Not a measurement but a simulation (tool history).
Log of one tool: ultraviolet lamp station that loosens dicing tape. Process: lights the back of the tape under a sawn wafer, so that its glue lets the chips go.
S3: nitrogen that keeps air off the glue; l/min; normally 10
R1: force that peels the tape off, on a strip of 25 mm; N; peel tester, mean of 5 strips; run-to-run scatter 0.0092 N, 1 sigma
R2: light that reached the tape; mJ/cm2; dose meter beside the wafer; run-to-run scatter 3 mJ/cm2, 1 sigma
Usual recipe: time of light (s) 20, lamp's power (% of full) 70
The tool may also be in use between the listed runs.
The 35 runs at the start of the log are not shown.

run 36 hour=284 | time_of_light_(s)=18 lamp's_power_(%_of_full)=73 S3=4 | R1=0.858 R2=411
run 37 hour=292.6 | time_of_light_(s)=17 lamp's_power_(%_of_full)=65 S3=18 | R1=0.388 R2=344
run 38 hour=302.2 | time_of_light_(s)=17 lamp's_power_(%_of_full)=65 S3=18 | R1=0.403 R2=347
run 39 hour=309.2 | time_of_light_(s)=17 lamp's_power_(%_of_full)=65 S3=18 | R1=0.388 R2=342
run 40 hour=317.2 | time_of_light_(s)=30 lamp's_power_(%_of_full)=70 S3=19 | R1=0.23 R2=655
run 41 hour=322.7 | time_of_light_(s)=20 lamp's_power_(%_of_full)=60 S3=7 | R1=0.649 R2=374
run 42 hour=329.5 | time_of_light_(s)=20 lamp's_power_(%_of_full)=70 S3=4 | R1=0.758 R2=440
run 43 hour=340.9 | time_of_light_(s)=20 lamp's_power_(%_of_full)=70 S3=4 | R1=0.74 R2=438

What if the next run were any one of these 3? Each begins from the tool's condition after run 43:
run A hour=351.9 | time_of_light_(s)=35 lamp's_power_(%_of_full)=70 S3=18 | R1=? R2=?
run B hour=351.9 | time_of_light_(s)=28 lamp's_power_(%_of_full)=94 S3=7 | R1=? R2=?
run C hour=351.9 | time_of_light_(s)=20 lamp's_power_(%_of_full)=70 S3=5 | R1=? R2=?

run=A R1=0.221 R2=761
run=B R1=0.244 R2=825
run=C R1=0.633 R2=437
With the hidden condition removed and each run's random variation left untouched, the same runs would have given:
run=A R1=0.221 R2=762
run=B R1=0.244 R2=826
run=C R1=0.632 R2=438

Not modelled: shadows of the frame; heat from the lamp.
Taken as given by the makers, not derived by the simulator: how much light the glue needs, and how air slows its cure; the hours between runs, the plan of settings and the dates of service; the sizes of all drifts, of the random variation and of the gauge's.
